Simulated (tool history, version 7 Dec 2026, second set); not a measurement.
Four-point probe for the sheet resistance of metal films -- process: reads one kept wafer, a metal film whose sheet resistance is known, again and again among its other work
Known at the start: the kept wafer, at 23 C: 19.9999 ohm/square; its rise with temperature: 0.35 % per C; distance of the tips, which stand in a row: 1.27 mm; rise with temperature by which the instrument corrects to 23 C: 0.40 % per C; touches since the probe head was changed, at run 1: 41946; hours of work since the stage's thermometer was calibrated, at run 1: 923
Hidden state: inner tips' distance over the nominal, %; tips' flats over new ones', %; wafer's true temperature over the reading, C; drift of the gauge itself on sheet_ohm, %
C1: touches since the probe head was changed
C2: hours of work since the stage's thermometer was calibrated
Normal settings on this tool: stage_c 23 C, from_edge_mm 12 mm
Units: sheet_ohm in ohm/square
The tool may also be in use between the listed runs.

run 1 hour=0 | stage_c=23 from_edge_mm=12 | C1=41946 C2=923 | sheet_ohm=20.009197
run 2 hour=22.5 | stage_c=23 from_edge_mm=12 | C1=43152 C2=938 | sheet_ohm=20.010649
run 3 hour=48 | stage_c=23 from_edge_mm=12 | C1=44517 C2=955 | sheet_ohm=20.004709
run 4 hour=70.8 | stage_c=23 from_edge_mm=12 | C1=45739 C2=971 | sheet_ohm=20.010453
run 5 hour=100.4 | stage_c=23 from_edge_mm=12 | C1=47322 C2=991 | sheet_ohm=19.998037
run 6 hour=124.4 | stage_c=23 from_edge_mm=12 | C1=48609 C2=1007 | sheet_ohm=20.001835
run 7 hour=155.1 | stage_c=23 from_edge_mm=59 | C1=50249 C2=1028 | sheet_ohm=19.882727
run 8 hour=180.2 | stage_c=27 from_edge_mm=71 | C1=51594 C2=1045 | sheet_ohm=19.83586
run 9 hour=215.7 | stage_c=22 from_edge_mm=12 | C1=53497 C2=1069 | sheet_ohm=20.002677
run 10 hour=246.3 | stage_c=21 from_edge_mm=14 | C1=55137 C2=1089 | sheet_ohm=19.978426
run 11 hour=279 | stage_c=19 from_edge_mm=10 | C1=56885 C2=1111 | sheet_ohm=20.08416
run 12 hour=315.9 | stage_c=25 from_edge_mm=3 | C1=58861 C2=1136 | sheet_ohm=21.57587
run 13 hour=350.7 | stage_c=18 from_edge_mm=3 | C1=60724 C2=1160 | sheet_ohm=21.665718
run 14 hour=385.7 | stage_c=25 from_edge_mm=65 | C1=62602 C2=1184 | sheet_ohm=19.844775

Forecast each of these 5 alternatives for the next run:
run A hour=412.5 | stage_c=23 from_edge_mm=12 | C1=64038 C2=1202 | sheet_ohm=?
run B hour=412.5 | stage_c=20 from_edge_mm=5 | C1=64038 C2=1202 | sheet_ohm=?
run C hour=412.5 | stage_c=25 from_edge_mm=65 | C1=64038 C2=1202 | sheet_ohm=?
run D hour=412.5 | stage_c=32 from_edge_mm=23 | C1=64038 C2=1202 | sheet_ohm=?
run E hour=412.5 | stage_c=34 from_edge_mm=6 | C1=64038 C2=1202 | sheet_ohm=?

run=A sheet_ohm=19.985516
run=B sheet_ohm=20.563569
run=C sheet_ohm=19.841853
run=D sheet_ohm=19.791361
run=E sheet_ohm=20.206942
The same runs, with their run-to-run variation unchanged, on a tool lacking any hidden condition would have given:
run=A sheet_ohm=20.12624
run=B sheet_ohm=20.708317
run=C sheet_ohm=19.981476
run=D sheet_ohm=19.930129
run=E sheet_ohm=20.348277

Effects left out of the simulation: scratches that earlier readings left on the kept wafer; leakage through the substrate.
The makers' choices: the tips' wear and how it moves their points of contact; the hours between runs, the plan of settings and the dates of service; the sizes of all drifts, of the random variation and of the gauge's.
